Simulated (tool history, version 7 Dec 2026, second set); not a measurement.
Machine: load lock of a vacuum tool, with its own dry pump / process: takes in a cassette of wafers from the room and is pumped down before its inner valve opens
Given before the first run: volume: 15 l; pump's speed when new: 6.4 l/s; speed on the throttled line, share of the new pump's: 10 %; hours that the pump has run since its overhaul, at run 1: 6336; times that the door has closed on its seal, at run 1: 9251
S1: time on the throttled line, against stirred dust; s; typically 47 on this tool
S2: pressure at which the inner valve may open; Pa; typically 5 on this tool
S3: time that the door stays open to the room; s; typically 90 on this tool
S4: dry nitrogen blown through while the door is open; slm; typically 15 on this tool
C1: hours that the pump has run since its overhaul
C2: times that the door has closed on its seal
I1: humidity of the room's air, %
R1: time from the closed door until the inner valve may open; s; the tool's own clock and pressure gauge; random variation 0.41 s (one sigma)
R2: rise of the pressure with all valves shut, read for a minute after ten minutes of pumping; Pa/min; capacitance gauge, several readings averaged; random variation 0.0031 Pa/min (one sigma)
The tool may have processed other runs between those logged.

run 1 hour=0.0 | S1=47 S2=5 S3=90 S4=15 | C1=6336 C2=9251 | I1=47.4 | R1=67.0 R2=0.197
run 2 hour=473.0 | S1=47 S2=5 S3=90 S4=15 | C1=6809 C2=9741 | I1=44.9 | R1=66.8 R2=0.204
run 3 hour=846.2 | S1=47 S2=5 S3=90 S4=15 | C1=7183 C2=10128 | I1=43.4 | R1=66.9 R2=0.207
run 4 hour=1320.3 | S1=47 S2=5 S3=90 S4=15 | C1=7657 C2=10619 | I1=46.8 | R1=68.0 R2=0.226
run 5 hour=1574.9 | S1=47 S2=5 S3=90 S4=15 | C1=7911 C2=10883 | I1=48.3 | R1=68.1 R2=0.229
run 6 hour=1780.0 | S1=47 S2=5 S3=90 S4=15 | C1=8116 C2=11095 | I1=43.1 | R1=67.6 R2=0.231
run 7 hour=2056.8 | S1=47 S2=5 S3=90 S4=15 | C1=8393 C2=11382 | I1=47.4 | R1=67.7 R2=0.235
run 8 hour=2284.2 | S1=47 S2=5 S3=90 S4=15 | C1=8621 C2=11618 | I1=47.6 | R1=67.5 R2=0.244
run 9 hour=2579.2 | S1=47 S2=5 S3=90 S4=15 | C1=8915 C2=11924 | I1=42.9 | R1=68.5 R2=0.248
run 10 hour=3080.1 | S1=41 S2=5 S3=90 S4=15 | C1=9416 C2=12443 | I1=44.0 | R1=62.4 R2=0.252
run 11 hour=3332.9 | S1=41 S2=5 S3=69 S4=15 | C1=9669 C2=12705 | I1=44.7 | R1=63.1 R2=0.255
run 12 hour=3737.1 | S1=47 S2=5 S3=90 S4=15 | C1=10073 C2=13123 | I1=46.6 | R1=68.1 R2=0.273
run 13 hour=4018.2 | S1=47 S2=5 S3=31 S4=15 | C1=10354 C2=13415 | I1=44.2 | R1=68.9 R2=0.258
run 14 hour=4465.2 | S1=29 S2=5 S3=31 S4=15 | C1=10801 C2=13878 | I1=50.4 | R1=52.1 R2=0.271
run 15 hour=4891.0 | S1=42 S2=7 S3=71 S4=35 | C1=11227 C2=14319 | I1=46.9 | R1=63.7 R2=0.271
run 16 hour=5388.9 | S1=47 S2=5 S3=184 S4=10 | C1=11725 C2=14835 | I1=44.9 | R1=69.4 R2=0.343
run 17 hour=5725.4 | S1=47 S2=5 S3=39 S4=10 | C1=12062 C2=15184 | I1=44.5 | R1=68.3 R2=0.309
run 18 hour=5948.3 | S1=28 S2=4 S3=55 S4=41 | C1=12285 C2=15415 | I1=47.2 | R1=53.2 R2=0.288

Forecast run 19:
run 19 hour=6403.4 | S1=28 S2=5 S3=63 S4=41 | C1=12740 C2=15886 | I1=46.3 | R1=? R2=?

R1: 52.5 s
R2: 0.299 Pa/min
Take away the tool's hidden state, keep the run-to-run variation as it was, and the same run would have given R1 48.5 s, R2 0.044 Pa/min.

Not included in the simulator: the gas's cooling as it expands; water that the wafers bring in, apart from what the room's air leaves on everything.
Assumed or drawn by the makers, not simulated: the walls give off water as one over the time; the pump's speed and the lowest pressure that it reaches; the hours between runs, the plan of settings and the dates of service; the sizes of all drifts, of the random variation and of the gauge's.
